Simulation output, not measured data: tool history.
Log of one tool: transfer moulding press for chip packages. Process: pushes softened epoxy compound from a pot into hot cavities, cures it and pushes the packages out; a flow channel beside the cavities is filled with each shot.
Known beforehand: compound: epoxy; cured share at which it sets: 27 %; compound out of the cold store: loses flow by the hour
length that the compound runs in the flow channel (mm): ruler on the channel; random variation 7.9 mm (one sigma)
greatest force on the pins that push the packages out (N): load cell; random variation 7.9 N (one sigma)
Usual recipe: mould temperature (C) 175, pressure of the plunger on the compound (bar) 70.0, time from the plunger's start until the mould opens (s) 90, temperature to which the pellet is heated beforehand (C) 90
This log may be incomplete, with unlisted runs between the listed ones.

run   hour  mould temperature (C)  pressure of the plunger on the compound (bar)  time from the plunger's start until the mould opens (s)  temperature to which the pellet is heated beforehand (C)  incoming compound's hours out of the cold store  length that the compound runs in the flow channel (mm)  greatest force on the pins that push the packages out (N)
  1    0.0                    175                                           70.0                                                       90                                                        90                                             20.3                                                     907                                                        549
       8.9  -- cavities cleaned with cleaning compound and waxed
  2   44.0                    175                                           72.8                                                       90                                                        90                                             41.3                                                     789                                                        462
  3   68.9                    175                                           72.8                                                       90                                                        90                                             33.2                                                     829                                                        513
      90.7  -- cavities cleaned with cleaning compound and waxed
  4  113.4                    175                                           70.0                                                       90                                                        90                                             28.4                                                     822                                                        428
  5  157.2                    175                                           70.0                                                       90                                                        90                                              8.4                                                     940                                                        566
     172.0  -- cavities cleaned with cleaning compound and waxed
  6  196.9                    175                                           70.0                                                       90                                                        90                                             27.6                                                     829                                                        421
  7  223.0                    175                                           70.0                                                       90                                                        90                                             34.3                                                     786                                                        509
     254.8  -- cavities cleaned with cleaning compound and waxed
  8  263.5                    175                                           77.7                                                       90                                                        90                                             26.7                                                     856                                                        360
  9  305.4                    175                                           77.7                                                       90                                                        90                                             47.7                                                     733                                                        476
     335.8  -- cavities cleaned with cleaning compound and waxed
 10  352.4                    175                                           77.7                                                       90                                                        90                                             17.8                                                     909                                                        431
 11  389.1                    177                                           70.0                                                       98                                                        90                                             19.0                                                     851                                                        484

4 options for the next run, each taken on its own from the tool as it stands now. Forecast them:
     419.0  -- cavities cleaned with cleaning compound and waxed
  A  427.5                    178                                           57.4                                                      101                                                        90                                             40.7                                                       ?                                                          ?
     419.0  -- cavities cleaned with cleaning compound and waxed
  B  427.5                    175                                           58.5                                                       95                                                        90                                              8.2                                                       ?                                                          ?
     419.0  -- cavities cleaned with cleaning compound and waxed
  C  427.5                    177                                           75.6                                                       98                                                        98                                             47.1                                                       ?                                                          ?
     419.0  -- cavities cleaned with cleaning compound and waxed
  D  427.5                    175                                           70.0                                                       83                                                        90                                             46.7                                                       ?                                                          ?

run  length that the compound runs in the flow channel (mm)  greatest force on the pins that push the packages out (N)
  A                                                     659                                                        346
  B                                                     830                                                        362
  C                                                     703                                                        354
  D                                                     694                                                        409
Without the tool's hidden state the same runs would have given:
run  length that the compound runs in the flow channel (mm)  greatest force on the pins that push the packages out (N)
  A                                                     744                                                        306
  B                                                     938                                                        329
  C                                                     795                                                        314
  D                                                     784                                                        377
